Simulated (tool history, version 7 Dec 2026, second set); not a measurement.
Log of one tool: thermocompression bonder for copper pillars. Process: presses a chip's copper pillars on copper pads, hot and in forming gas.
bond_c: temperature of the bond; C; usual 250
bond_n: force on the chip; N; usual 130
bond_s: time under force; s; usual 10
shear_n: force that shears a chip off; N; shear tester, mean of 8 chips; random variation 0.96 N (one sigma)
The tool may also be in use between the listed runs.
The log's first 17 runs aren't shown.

Run 18, hour 171.5: usual settings but bond_n 98 N. Result: shear_n 58.2 N.
Run 19, hour 185.3: usual settings but bond_c 252 C, bond_n 98 N. Result: shear_n 59.8 N.
Run 20, hour 195.4: usual settings but bond_c 252 C, bond_n 98 N, bond_s 22 s. Result: shear_n 77.7 N.
Run 21, hour 208.1: usual settings but bond_c 270 C, bond_n 82 N, bond_s 7 s. Result: shear_n 53.0 N.
Run 22, hour 214.4: usual settings but bond_c 275 C, bond_n 153 N, bond_s 15 s. Result: shear_n 116.3 N.
Run 23, hour 222.6: usual settings but bond_c 275 C, bond_n 108 N, bond_s 7 s. Result: shear_n 74.6 N.
Run 24, hour 235.5: usual settings but bond_c 232 C, bond_n 102 N, bond_s 7 s. Result: shear_n 39.3 N.
Run 25, hour 244.2: usual settings but bond_s 8 s. Result: shear_n 68.0 N.
Run 26, hour 258.6: usual settings but bond_c 278 C, bond_n 139 N, bond_s 17 s. Result: shear_n 112.1 N.
Run 27, hour 268.0: usual settings but bond_c 254 C, bond_s 7 s. Result: shear_n 66.6 N.
Run 28, hour 277.7: usual settings but bond_c 254 C, bond_s 7 s. Result: shear_n 67.1 N.
Run 29, hour 283.8: usual settings but bond_c 254 C, bond_n 88 N, bond_s 25 s. Result: shear_n 72.8 N.

Run 30 comes next. What will it give?
Run 30, hour 292.0: usual settings but bond_c 261 C, bond_n 88 N, bond_s 26 s. Result: shear_n ?.

Run 30 gave shear_n 79.6 N.
Without the tool's hidden state the same run would have given shear_n 88.9 N.
